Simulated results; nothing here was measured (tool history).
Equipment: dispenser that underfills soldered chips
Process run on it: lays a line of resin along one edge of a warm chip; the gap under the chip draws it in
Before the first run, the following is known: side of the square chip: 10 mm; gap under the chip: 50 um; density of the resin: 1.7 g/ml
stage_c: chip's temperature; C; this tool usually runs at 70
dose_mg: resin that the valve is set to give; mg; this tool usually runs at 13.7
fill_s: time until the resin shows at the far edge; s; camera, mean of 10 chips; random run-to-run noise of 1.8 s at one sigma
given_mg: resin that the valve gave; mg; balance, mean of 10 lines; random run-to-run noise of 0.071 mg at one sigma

run	hour	stage_c	dose_mg	fill_s	given_mg
1	0.0	70	13.7	187.7	13.19
# hour 3.4: dispensing valve cleaned and set on the balance
2	3.4	70	13.7	211.0	13.77
3	7.8	70	13.7	261.7	13.61
4	10.2	70	13.7	295.8	13.68
# hour 12.8: new syringe of resin
5	13.1	70	13.7	178.0	13.70
6	15.1	67	13.7	224.5	13.60
7	17.0	67	13.7	251.3	13.66
8	18.9	70	13.7	234.0	13.71
9	23.1	70	13.7	289.6	13.69
10	25.8	84	13.7	182.3	13.64
# hour 26.4: new syringe of resin
11	29.3	84	13.7	108.7	13.57
12	33.3	69	13.7	255.0	13.59
13	35.7	83	13.7	152.5	13.57
14	37.9	55	13.7	596.4	13.55
# hour 40.0: new syringe of resin
15	42.3	70	13.1	195.0	13.01
16	46.0	70	13.7	230.5	13.52
17	47.8	70	13.7	252.8	13.58
18	49.9	70	13.7	274.2	13.56
# hour 53.5: new syringe of resin
19	54.5	70	13.7	179.8	13.47
20	58.0	77	11.8	162.0	11.61
21	62.1	61	17.5	381.8	17.25
22	65.1	79	15.4	200.4	15.10
# hour 67.0: new syringe of resin
23	69.1	80	17.0	124.3	16.64
24	72.0	83	16.7	124.3	16.43
25	74.6	83	16.7	140.8	16.34
26	78.4	57	12.6	540.2	12.30
# hour 80.5: new syringe of resin
27	81.0	60	14.4	286.1	14.04
28	84.1	62	16.5	299.6	16.05
29	86.8	83	13.7	135.4	13.37
# hour 89.5: dispensing valve cleaned and set on the balance
30	91.4	56	14.4	528.4	14.27
# hour 94.9: new syringe of resin
31	94.9	56	14.4	327.4	14.26
32	97.6	75	13.9	156.6	13.89

Run 33 is up next; what results do you expect?
33	101.9	78	14.3	?	?

fill_s: 169.5 s
given_mg: 14.23 mg
Had the tool carried no hidden state, the very same run would have given fill_s 125.1 s, given_mg 14.37 mg.

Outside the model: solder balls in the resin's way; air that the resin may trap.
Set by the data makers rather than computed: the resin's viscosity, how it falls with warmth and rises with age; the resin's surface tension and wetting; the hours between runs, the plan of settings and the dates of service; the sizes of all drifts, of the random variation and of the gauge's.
